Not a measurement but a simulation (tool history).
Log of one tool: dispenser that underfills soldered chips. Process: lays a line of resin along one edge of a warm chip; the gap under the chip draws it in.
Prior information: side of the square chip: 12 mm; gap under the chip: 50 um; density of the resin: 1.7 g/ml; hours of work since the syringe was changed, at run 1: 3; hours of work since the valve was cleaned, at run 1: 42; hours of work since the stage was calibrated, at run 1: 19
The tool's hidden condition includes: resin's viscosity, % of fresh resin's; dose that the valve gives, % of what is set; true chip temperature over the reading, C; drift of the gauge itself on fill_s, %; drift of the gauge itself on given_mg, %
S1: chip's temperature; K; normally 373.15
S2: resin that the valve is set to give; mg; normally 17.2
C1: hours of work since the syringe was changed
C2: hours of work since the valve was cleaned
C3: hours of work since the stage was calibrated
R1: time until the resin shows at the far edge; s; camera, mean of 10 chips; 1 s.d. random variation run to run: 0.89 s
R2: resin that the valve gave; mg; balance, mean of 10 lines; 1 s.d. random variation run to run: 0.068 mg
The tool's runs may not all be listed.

run 1 day=0.000 | S1=373.15 S2=17.2 | C1=3 C2=42 C3=19 | R1=92.2 R2=16.63
run 2 day=0.204 | S1=373.15 S2=17.2 | C1=6 C2=45 C3=22 | R1=103.1 R2=16.65
-- day=0.242 new syringe of resin
run 3 day=0.479 | S1=373.15 S2=17.2 | C1=4 C2=50 C3=27 | R1=96.8 R2=16.51
-- day=0.621 new syringe of resin
run 4 day=0.775 | S1=373.15 S2=21.7 | C1=3 C2=55 C3=32 | R1=87.8 R2=20.68
-- day=1.004 new syringe of resin
run 5 day=1.004 | S1=373.15 S2=21.7 | C1=0 C2=59 C3=36 | R1=81.8 R2=20.62
run 6 day=1.225 | S1=373.15 S2=18.0 | C1=4 C2=62 C3=40 | R1=94.8 R2=17.05
-- day=1.408 new syringe of resin
run 7 day=1.508 | S1=373.15 S2=18.0 | C1=2 C2=67 C3=44 | R1=86.0 R2=17.08
-- day=1.792 new syringe of resin
run 8 day=1.829 | S1=373.15 S2=18.0 | C1=1 C2=73 C3=50 | R1=84.2 R2=16.87
run 9 day=2.138 | S1=373.15 S2=17.2 | C1=6 C2=78 C3=55 | R1=102.4 R2=16.03
-- day=2.179 new syringe of resin
run 10 day=2.358 | S1=366.15 S2=17.2 | C1=3 C2=82 C3=59 | R1=112.7 R2=16.02
-- day=2.567 new syringe of resin
-- day=2.625 dispensing valve cleaned and set on the balance
run 11 day=2.729 | S1=366.15 S2=17.2 | C1=2 C2=2 C3=65 | R1=104.8 R2=17.02
-- day=2.988 new syringe of resin
run 12 day=3.083 | S1=366.15 S2=17.2 | C1=2 C2=8 C3=70 | R1=106.5 R2=17.02
run 13 day=3.308 | S1=366.15 S2=17.2 | C1=6 C2=12 C3=74 | R1=118.5 R2=16.86
-- day=3.379 new syringe of resin
run 14 day=3.667 | S1=366.15 S2=17.2 | C1=5 C2=18 C3=81 | R1=118.5 R2=16.99
-- day=3.762 new syringe of resin
run 15 day=3.850 | S1=366.15 S2=22.1 | C1=2 C2=21 C3=84 | R1=101.0 R2=21.67
-- day=4.146 new syringe of resin
run 16 day=4.258 | S1=377.15 S2=20.0 | C1=2 C2=28 C3=90 | R1=76.0 R2=19.47
run 17 day=4.454 | S1=387.15 S2=21.2 | C1=5 C2=31 C3=94 | R1=63.4 R2=20.60
-- day=4.550 new syringe of resin
run 18 day=4.796 | S1=387.15 S2=16.2 | C1=4 C2=37 C3=100 | R1=66.9 R2=15.58
-- day=4.942 new syringe of resin
run 19 day=5.079 | S1=362.15 S2=14.7 | C1=2 C2=42 C3=104 | R1=128.1 R2=14.21
-- day=5.329 new syringe of resin
run 20 day=5.367 | S1=373.15 S2=14.7 | C1=1 C2=47 C3=109 | R1=89.3 R2=14.15
-- day=5.708 new syringe of resin
run 21 day=5.725 | S1=374.15 S2=20.8 | C1=0 C2=53 C3=115 | R1=77.5 R2=20.04
run 22 day=6.050 | S1=373.15 S2=14.8 | C1=6 C2=58 C3=121 | R1=105.5 R2=14.24
-- day=6.100 new syringe of resin
run 23 day=6.421 | S1=363.15 S2=21.3 | C1=6 C2=65 C3=127 | R1=126.3 R2=20.17
-- day=6.488 new syringe of resin
run 24 day=6.629 | S1=363.15 S2=21.3 | C1=2 C2=68 C3=131 | R1=114.2 R2=20.16
run 25 day=6.850 | S1=363.15 S2=21.3 | C1=6 C2=72 C3=135 | R1=130.5 R2=20.12
-- day=6.879 new syringe of resin
run 26 day=7.038 | S1=366.15 S2=15.7 | C1=3 C2=75 C3=138 | R1=115.3 R2=14.80
-- day=7.271 new syringe of resin
run 27 day=7.383 | S1=386.15 S2=17.2 | C1=2 C2=81 C3=144 | R1=64.0 R2=16.14

3 ways to go on from here, each from the tool as it stands after run 27. What would each give?
-- day=7.654 new syringe of resin
-- day=7.696 dispensing valve cleaned and set on the balance
run A day=7.712 | S1=383.15 S2=18.2 | C1=0 C2=0 C3=148 | R1=? R2=?
-- day=7.654 new syringe of resin
-- day=7.696 dispensing valve cleaned and set on the balance
run B day=7.712 | S1=373.15 S2=17.2 | C1=0 C2=0 C3=148 | R1=? R2=?
-- day=7.654 new syringe of resin
-- day=7.696 dispensing valve cleaned and set on the balance
run C day=7.712 | S1=363.15 S2=17.8 | C1=0 C2=0 C3=148 | R1=? R2=?

run=A R1=63.8 R2=18.16
run=B R1=82.3 R2=17.28
run=C R1=108.4 R2=17.84
With no hidden state in the tool, these same runs would have given:
run=A R1=64.1 R2=18.19
run=B R1=82.8 R2=17.30
run=C R1=109.2 R2=17.86
